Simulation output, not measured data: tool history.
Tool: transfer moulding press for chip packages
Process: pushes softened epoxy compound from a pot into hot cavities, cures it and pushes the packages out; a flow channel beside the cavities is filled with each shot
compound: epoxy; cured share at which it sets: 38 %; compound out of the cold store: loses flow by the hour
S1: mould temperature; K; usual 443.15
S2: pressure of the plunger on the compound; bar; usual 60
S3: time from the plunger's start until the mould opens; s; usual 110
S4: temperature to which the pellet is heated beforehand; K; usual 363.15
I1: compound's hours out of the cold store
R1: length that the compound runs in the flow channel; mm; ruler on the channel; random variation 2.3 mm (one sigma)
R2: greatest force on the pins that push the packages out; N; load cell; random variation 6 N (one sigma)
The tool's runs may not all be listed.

run 1 hour=0 | S1=443.15 S2=60 S3=110 S4=363.15 | I1=11.6 | R1=718 R2=278
run 2 hour=10.6 | S1=443.15 S2=60 S3=110 S4=363.15 | I1=28.5 | R1=675 R2=315
run 3 hour=16.8 | S1=443.15 S2=60 S3=110 S4=363.15 | I1=31.9 | R1=668 R2=336
run 4 hour=28.1 | S1=443.15 S2=60 S3=110 S4=363.15 | I1=28.9 | R1=672 R2=364
run 5 hour=38.6 | S1=443.15 S2=60 S3=110 S4=363.15 | I1=43.3 | R1=641 R2=380
run 6 hour=46.1 | S1=439.15 S2=46.9 S3=100 S4=358.15 | I1=45.7 | R1=571 R2=586
-- hour=48.6 cavities cleaned with cleaning compound and waxed
run 7 hour=59.3 | S1=439.15 S2=46.9 S3=100 S4=358.15 | I1=11.9 | R1=638 R2=717
run 8 hour=65 | S1=449.15 S2=60 S3=110 S4=356.15 | I1=14.9 | R1=685 R2=378
run 9 hour=75.8 | S1=439.15 S2=60 S3=110 S4=368.15 | I1=27.7 | R1=680 R2=562
run 10 hour=86.2 | S1=450.15 S2=70.4 S3=133 S4=360.15 | I1=20.9 | R1=726 R2=375

4 ways to go on from here, each from the tool as it stands after run 10. What would each give?
run A hour=93.2 | S1=450.15 S2=70.4 S3=133 S4=360.15 | I1=33.3 | R1=? R2=?
run B hour=93.2 | S1=443.15 S2=60 S3=110 S4=357.15 | I1=36.9 | R1=? R2=?
run C hour=93.2 | S1=438.15 S2=70.4 S3=133 S4=360.15 | I1=30.3 | R1=? R2=?
run D hour=93.2 | S1=443.15 S2=60 S3=117 S4=363.15 | I1=12.9 | R1=? R2=?

run=A R1=691 R2=377
run=B R1=648 R2=473
run=C R1=736 R2=487
run=D R1=706 R2=428
Without the tool's hidden state the same runs would have given:
run=A R1=719 R2=169
run=B R1=675 R2=223
run=C R1=766 R2=231
run=D R1=735 R2=200
